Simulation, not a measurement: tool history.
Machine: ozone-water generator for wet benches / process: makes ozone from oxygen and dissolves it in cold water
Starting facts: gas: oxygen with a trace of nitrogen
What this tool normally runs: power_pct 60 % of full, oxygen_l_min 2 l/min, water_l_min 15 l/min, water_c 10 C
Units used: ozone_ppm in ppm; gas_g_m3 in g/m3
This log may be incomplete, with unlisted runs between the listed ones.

run    hour  power_pct  oxygen_l_min  water_l_min  water_c  ozone_ppm  gas_g_m3
  1       0         60             2           15       10       18.9     218.7
  2    82.7         67             2           15       10       20.6     243.5
  3   130.1         67             2           15       10         21     242.6
  4   207.8         67             2           15       10       20.8       241
  5   304.1         67             2           15       10       20.9     244.2
  6   389.9         60             2           15       10       18.7     218.9
  7   439.1         60             2           15       10       18.8       220
  8   515.8         60             2           15       15       18.1     218.8
  9   572.8         60             2           15       15       18.1     219.8
 10     633         60             2           15       15       18.1     220.1
 11   730.8         52             2           15       10       16.3     191.8
 12   791.7         60             2           15       10       18.3     217.8
 13   882.5         42             2           15       10       13.5     157.5
 14   930.3         42             2           15       10       13.4     158.2
        935  -- water thermometer calibrated
 15   994.5         42          1.13           15       10       12.5     233.2
 16  1060.5         87          1.13           15       10       24.6     451.9
 17  1132.5         64          1.27           11       10       25.8     314.2
 18  1185.8         64          1.27           11       10       25.7     314.8
 19    1267         63          1.26           18       10       15.2     310.2
 20  1329.3         63          1.26           18       10       15.4     311.9
 21  1420.8         60          1.98           10       11       26.4     219.3
     1478.1  -- water thermometer calibrated, once more
 22  1498.2         60          1.98           10       11       26.6     217.1

Run 23 has not been measured yet. What should we expect?
 23  1596.9         60          1.98           10       11          ?         ?

{"run 23": {"ozone_ppm": 26.6, "gas_g_m3": 217.4}}
With no hidden state in the tool, this same run would have given ozone_ppm 27.1 ppm, gas_g_m3 219.4 g/m3.
